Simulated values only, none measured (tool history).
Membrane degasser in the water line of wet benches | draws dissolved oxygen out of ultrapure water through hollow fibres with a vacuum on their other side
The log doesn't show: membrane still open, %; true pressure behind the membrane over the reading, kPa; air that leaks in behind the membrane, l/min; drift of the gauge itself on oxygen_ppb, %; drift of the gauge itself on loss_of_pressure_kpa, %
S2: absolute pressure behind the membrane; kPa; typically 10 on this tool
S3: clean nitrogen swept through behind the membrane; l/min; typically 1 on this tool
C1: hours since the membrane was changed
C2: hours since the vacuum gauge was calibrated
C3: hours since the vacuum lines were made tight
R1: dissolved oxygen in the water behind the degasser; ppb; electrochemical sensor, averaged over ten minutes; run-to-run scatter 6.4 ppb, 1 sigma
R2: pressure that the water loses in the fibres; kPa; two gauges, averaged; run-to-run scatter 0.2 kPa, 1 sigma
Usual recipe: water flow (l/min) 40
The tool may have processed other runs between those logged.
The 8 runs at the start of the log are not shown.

run 9 hour=546.2 | water_flow_(l/min)=31 S2=10 S3=1 | C1=2927 C2=113 C3=1988 | R1=517 R2=34.28
run 10 hour=595.8 | water_flow_(l/min)=31 S2=10 S3=1 | C1=2976 C2=163 C3=2038 | R1=521.6 R2=34.64
run 11 hour=647.8 | water_flow_(l/min)=52 S2=10 S3=1 | C1=3028 C2=215 C3=2090 | R1=933 R2=57.75
run 12 hour=694.5 | water_flow_(l/min)=52 S2=10 S3=1 | C1=3075 C2=261 C3=2136 | R1=925.3 R2=57.72
run 13 hour=766.8 | water_flow_(l/min)=52 S2=10 S3=1 | C1=3147 C2=334 C3=2209 | R1=933 R2=58.07
-- hour=843.4 vacuum gauge calibrated, once more
run 14 hour=849.9 | water_flow_(l/min)=52 S2=10 S3=1 | C1=3230 C2=6 C3=2291 | R1=901.4 R2=57.84
run 15 hour=886.9 | water_flow_(l/min)=52 S2=10 S3=1 | C1=3267 C2=43 C3=2328 | R1=900.2 R2=57.85
run 16 hour=966.9 | water_flow_(l/min)=52 S2=10 S3=1 | C1=3347 C2=123 C3=2408 | R1=911.2 R2=58.2
run 17 hour=1011.4 | water_flow_(l/min)=26 S2=10 S3=1.48 | C1=3392 C2=168 C3=2453 | R1=304.1 R2=29.02
run 18 hour=1074.9 | water_flow_(l/min)=59 S2=10 S3=1.48 | C1=3455 C2=231 C3=2516 | R1=889 R2=65.51
run 19 hour=1114.2 | water_flow_(l/min)=59 S2=10 S3=1.48 | C1=3494 C2=271 C3=2556 | R1=904.5 R2=65.66
run 20 hour=1158.2 | water_flow_(l/min)=26 S2=10.8 S3=1.98 | C1=3538 C2=315 C3=2600 | R1=270.5 R2=29.09
run 21 hour=1201.8 | water_flow_(l/min)=26 S2=10.8 S3=1.98 | C1=3582 C2=358 C3=2643 | R1=269.9 R2=29.04
run 22 hour=1236.9 | water_flow_(l/min)=26 S2=10.8 S3=1.98 | C1=3617 C2=393 C3=2678 | R1=267.7 R2=29.07
run 23 hour=1278.9 | water_flow_(l/min)=31 S2=16.4 S3=0.81 | C1=3659 C2=435 C3=2720 | R1=991 R2=34.66
run 24 hour=1333.7 | water_flow_(l/min)=51 S2=16.4 S3=1.91 | C1=3714 C2=490 C3=2775 | R1=964 R2=57.63
run 25 hour=1398.9 | water_flow_(l/min)=56 S2=8.4 S3=2.83 | C1=3779 C2=556 C3=2840 | R1=596.4 R2=62.81
run 26 hour=1441.3 | water_flow_(l/min)=56 S2=14.9 S3=0.6 | C1=3821 C2=598 C3=2883 | R1=1765 R2=62.91
run 27 hour=1515.7 | water_flow_(l/min)=56 S2=14.9 S3=0.6 | C1=3896 C2=672 C3=2957 | R1=1796.1 R2=62.74
run 28 hour=1557.2 | water_flow_(l/min)=40 S2=17.3 S3=0.78 | C1=3937 C2=714 C3=2999 | R1=1352.6 R2=45.28
run 29 hour=1635.2 | water_flow_(l/min)=40 S2=13.3 S3=2.56 | C1=4015 C2=792 C3=3077 | R1=513.7 R2=44.93
run 30 hour=1679.7 | water_flow_(l/min)=46 S2=15.3 S3=1.25 | C1=4060 C2=836 C3=3121 | R1=1033.3 R2=51.65
run 31 hour=1720 | water_flow_(l/min)=46 S2=15.3 S3=1.25 | C1=4100 C2=877 C3=3161 | R1=1041.2 R2=52.13
run 32 hour=1803.2 | water_flow_(l/min)=39 S2=7.5 S3=1.25 | C1=4183 C2=960 C3=3245 | R1=433.9 R2=43.8

Below are 4 alternative next runs, each starting from the tool's condition after run 32. Predict each:
run A hour=1873.5 | water_flow_(l/min)=59 S2=7.5 S3=1.25 | C1=4254 C2=1030 C3=3315 | R1=? R2=?
run B hour=1873.5 | water_flow_(l/min)=37 S2=7.5 S3=1.25 | C1=4254 C2=1030 C3=3315 | R1=? R2=?
run C hour=1873.5 | water_flow_(l/min)=40 S2=6.7 S3=1 | C1=4254 C2=1030 C3=3315 | R1=? R2=?
run D hour=1873.5 | water_flow_(l/min)=32 S2=10 S3=1.45 | C1=4254 C2=1030 C3=3315 | R1=? R2=?

run=A R1=780 R2=66.55
run=B R1=398.9 R2=41.86
run=C R1=440.9 R2=45.25
run=D R1=404.5 R2=36.17
What these runs would have given with no unlogged condition in the tool:
run=A R1=714.1 R2=63.05
run=B R1=366.8 R2=39.65
run=C R1=403.6 R2=42.87
run=D R1=380.4 R2=34.27
